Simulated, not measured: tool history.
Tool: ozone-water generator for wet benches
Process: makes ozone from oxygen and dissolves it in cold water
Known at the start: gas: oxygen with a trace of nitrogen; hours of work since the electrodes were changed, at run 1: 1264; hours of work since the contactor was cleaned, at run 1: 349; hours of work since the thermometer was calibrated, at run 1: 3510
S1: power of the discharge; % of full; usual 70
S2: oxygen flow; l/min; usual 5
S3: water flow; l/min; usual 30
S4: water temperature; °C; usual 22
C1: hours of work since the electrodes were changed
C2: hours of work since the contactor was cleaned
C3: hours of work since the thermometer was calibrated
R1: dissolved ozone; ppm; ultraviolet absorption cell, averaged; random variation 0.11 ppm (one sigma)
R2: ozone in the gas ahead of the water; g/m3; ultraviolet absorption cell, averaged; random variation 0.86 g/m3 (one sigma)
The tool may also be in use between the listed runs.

| run | day | S1 | S2 | S3 | S4 | C1 | C2 | C3 | R1 | R2 |
|---|---|---|---|---|---|---|---|---|---|---|
| 1 | 0 | 70 | 5 | 30 | 22 | 1264 | 349 | 3510 | 8.2 | 131.7 |
| 2 | 1.208 | 70 | 5 | 30 | 22 | 1293 | 377 | 3538 | 8.2 | 129.8 |
| 3 | 1.796 | 70 | 5 | 30 | 22 | 1306 | 391 | 3552 | 8.2 | 131 |
| 4 | 2.904 | 70 | 5 | 30 | 22 | 1332 | 417 | 3578 | 8.2 | 131.4 |
| 5 | 4.075 | 70 | 5 | 30 | 22 | 1359 | 444 | 3605 | 8.1 | 129.3 |
| 6 | 4.762 | 68 | 5 | 30 | 22 | 1375 | 460 | 3621 | 8.2 | 128.8 |
| 7 | 5.588 | 65 | 5 | 30 | 22 | 1394 | 479 | 3640 | 8.1 | 124 |
| 8 | 6.2 | 65 | 5 | 30 | 22 | 1409 | 494 | 3655 | 7.8 | 125.2 |
| 9 | 6.775 | 70 | 5 | 30 | 22 | 1422 | 507 | 3668 | 8.2 | 130.7 |
| 10 | 7.629 | 41 | 7.39 | 32 | 16 | 1442 | 527 | 3688 | 6.1 | 75.1 |
| 11 | 8.525 | 41 | 7.39 | 32 | 16 | 1463 | 548 | 3709 | 6.3 | 74.1 |
| 12 | 9.667 | 41 | 7.39 | 32 | 16 | 1489 | 574 | 3735 | 6.1 | 75 |
| 13 | 10.383 | 70 | 5 | 30 | 15 | 1506 | 591 | 3752 | 8.8 | 129.7 |
| 14 | 11.45 | 70 | 5 | 30 | 15 | 1531 | 616 | 3777 | 8.9 | 129.1 |
| 15 | 12.008 | 46 | 3.44 | 30 | 15 | 1544 | 629 | 3790 | 6.7 | 121.7 |
|  | 13.008 | water thermometer calibrated |
| 16 | 13.104 | 46 | 3.44 | 30 | 15 | 1569 | 654 | 2 | 6.4 | 122.8 |
| 17 | 13.858 | 70 | 5 | 30 | 15 | 1586 | 671 | 20 | 8.7 | 129.5 |
| 18 | 14.929 | 58 | 5 | 30 | 27 | 1611 | 696 | 45 | 6.7 | 115 |

3 ways to go on from here, each from the tool as it stands after run 18. What would each give?
| A | 15.871 | 47 | 4.7 | 30 | 22 | 1633 | 718 | 67 | ? | ? |
| B | 15.871 | 58 | 5.48 | 32 | 18 | 1633 | 718 | 67 | ? | ? |
| C | 15.871 | 70 | 5 | 30 | 27 | 1633 | 718 | 67 | ? | ? |

| run | R1 | R2 |
|---|---|---|
| A | 6.5 | 103 |
| B | 7.3 | 108.3 |
| C | 7.6 | 127 |
Without the tool's hidden state the same runs would have given:
| run | R1 | R2 |
|---|---|---|
| A | 7 | 110.2 |
| B | 8.1 | 117.3 |
| C | 8.5 | 139.1 |
